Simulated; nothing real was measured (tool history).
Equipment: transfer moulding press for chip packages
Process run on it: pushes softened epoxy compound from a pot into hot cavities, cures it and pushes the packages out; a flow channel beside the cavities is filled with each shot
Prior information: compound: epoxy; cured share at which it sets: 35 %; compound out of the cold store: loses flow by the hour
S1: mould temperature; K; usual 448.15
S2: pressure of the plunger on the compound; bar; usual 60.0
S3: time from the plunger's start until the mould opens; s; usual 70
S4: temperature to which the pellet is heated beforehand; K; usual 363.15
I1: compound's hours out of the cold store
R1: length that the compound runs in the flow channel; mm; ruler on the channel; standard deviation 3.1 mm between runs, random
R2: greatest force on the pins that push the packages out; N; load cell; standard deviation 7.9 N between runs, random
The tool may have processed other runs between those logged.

run 1 hour=0.0 | S1=448.15 S2=60.0 S3=70 S4=363.15 | I1=24.3 | R1=704 R2=527
run 2 hour=36.4 | S1=448.15 S2=60.0 S3=75 S4=363.15 | I1=14.6 | R1=741 R2=543
-- hour=62.6 cavities cleaned with cleaning compound and waxed
run 3 hour=62.9 | S1=448.15 S2=60.0 S3=70 S4=363.15 | I1=17.6 | R1=726 R2=345
run 4 hour=89.3 | S1=448.15 S2=60.0 S3=70 S4=363.15 | I1=9.4 | R1=749 R2=505
run 5 hour=115.7 | S1=448.15 S2=60.0 S3=70 S4=363.15 | I1=16.5 | R1=720 R2=537
run 6 hour=151.0 | S1=448.15 S2=60.0 S3=70 S4=363.15 | I1=9.9 | R1=745 R2=639
-- hour=170.0 cavities cleaned with cleaning compound and waxed
-- hour=188.2 plunger's sealing rings changed
run 7 hour=190.0 | S1=448.15 S2=60.0 S3=70 S4=363.15 | I1=43.7 | R1=645 R2=418
run 8 hour=209.7 | S1=448.15 S2=60.0 S3=70 S4=363.15 | I1=43.9 | R1=639 R2=475
run 9 hour=234.3 | S1=448.15 S2=60.0 S3=70 S4=363.15 | I1=30.3 | R1=690 R2=566
-- hour=239.7 mould's thermocouples calibrated
run 10 hour=259.4 | S1=448.15 S2=60.0 S3=70 S4=363.15 | I1=19.6 | R1=729 R2=615
-- hour=282.9 cavities cleaned with cleaning compound and waxed
run 11 hour=295.5 | S1=448.15 S2=60.0 S3=70 S4=363.15 | I1=13.9 | R1=750 R2=452
run 12 hour=322.6 | S1=448.15 S2=60.0 S3=70 S4=363.15 | I1=39.6 | R1=650 R2=479
run 13 hour=344.0 | S1=448.15 S2=60.0 S3=70 S4=363.15 | I1=35.7 | R1=658 R2=544
-- hour=354.6 mould's thermocouples calibrated, once more
run 14 hour=377.0 | S1=448.15 S2=60.0 S3=70 S4=363.15 | I1=30.3 | R1=673 R2=583
-- hour=393.9 cavities cleaned with cleaning compound and waxed
run 15 hour=421.2 | S1=448.15 S2=73.9 S3=87 S4=357.15 | I1=38.7 | R1=709 R2=363
run 16 hour=451.1 | S1=448.15 S2=73.9 S3=87 S4=357.15 | I1=14.6 | R1=808 R2=418
run 17 hour=475.5 | S1=448.15 S2=60.0 S3=70 S4=365.15 | I1=28.9 | R1=671 R2=605
-- hour=504.8 plunger's sealing rings changed
-- hour=506.3 cavities cleaned with cleaning compound and waxed
run 18 hour=519.4 | S1=448.15 S2=60.0 S3=70 S4=365.15 | I1=44.6 | R1=638 R2=383
run 19 hour=558.8 | S1=448.15 S2=60.0 S3=70 S4=365.15 | I1=10.5 | R1=773 R2=558
run 20 hour=593.4 | S1=443.15 S2=60.0 S3=70 S4=354.15 | I1=20.0 | R1=728 R2=836
-- hour=614.1 cavities cleaned with cleaning compound and waxed
run 21 hour=624.1 | S1=453.15 S2=56.7 S3=94 S4=363.15 | I1=43.0 | R1=614 R2=283
run 22 hour=658.7 | S1=453.15 S2=56.7 S3=94 S4=363.15 | I1=32.7 | R1=647 R2=362
run 23 hour=696.6 | S1=453.15 S2=56.7 S3=94 S4=363.15 | I1=31.8 | R1=643 R2=402
-- hour=721.7 cavities cleaned with cleaning compound and waxed
run 24 hour=740.7 | S1=452.15 S2=49.6 S3=58 S4=355.15 | I1=19.7 | R1=638 R2=548
run 25 hour=781.2 | S1=452.15 S2=49.6 S3=58 S4=355.15 | I1=12.1 | R1=662 R2=715
run 26 hour=808.3 | S1=448.15 S2=50.2 S3=70 S4=365.15 | I1=47.6 | R1=547 R2=578
-- hour=818.9 plunger's sealing rings changed
run 27 hour=828.4 | S1=448.15 S2=45.5 S3=70 S4=363.15 | I1=14.0 | R1=660 R2=641

Below are 5 alternative next runs, each starting from the tool's condition after run 27. Predict each:
-- hour=833.6 cavities cleaned with cleaning compound and waxed
run A hour=857.5 | S1=448.15 S2=63.2 S3=70 S4=368.15 | I1=15.5 | R1=? R2=?
-- hour=833.6 cavities cleaned with cleaning compound and waxed
run B hour=857.5 | S1=448.15 S2=71.9 S3=70 S4=363.15 | I1=13.4 | R1=? R2=?
-- hour=833.6 cavities cleaned with cleaning compound and waxed
run C hour=857.5 | S1=448.15 S2=57.5 S3=70 S4=363.15 | I1=27.3 | R1=? R2=?
-- hour=833.6 cavities cleaned with cleaning compound and waxed
run D hour=857.5 | S1=448.15 S2=45.5 S3=70 S4=369.15 | I1=44.8 | R1=? R2=?
-- hour=833.6 cavities cleaned with cleaning compound and waxed
run E hour=857.5 | S1=448.15 S2=59.4 S3=70 S4=361.15 | I1=13.5 | R1=? R2=?

run=A R1=763 R2=480
run=B R1=830 R2=468
run=C R1=681 R2=460
run=D R1=553 R2=432
run=E R1=754 R2=475
Had the tool no hidden state, the same runs would have come out as:
run=A R1=769 R2=361
run=B R1=836 R2=353
run=C R1=686 R2=347
run=D R1=557 R2=327
run=E R1=760 R2=359
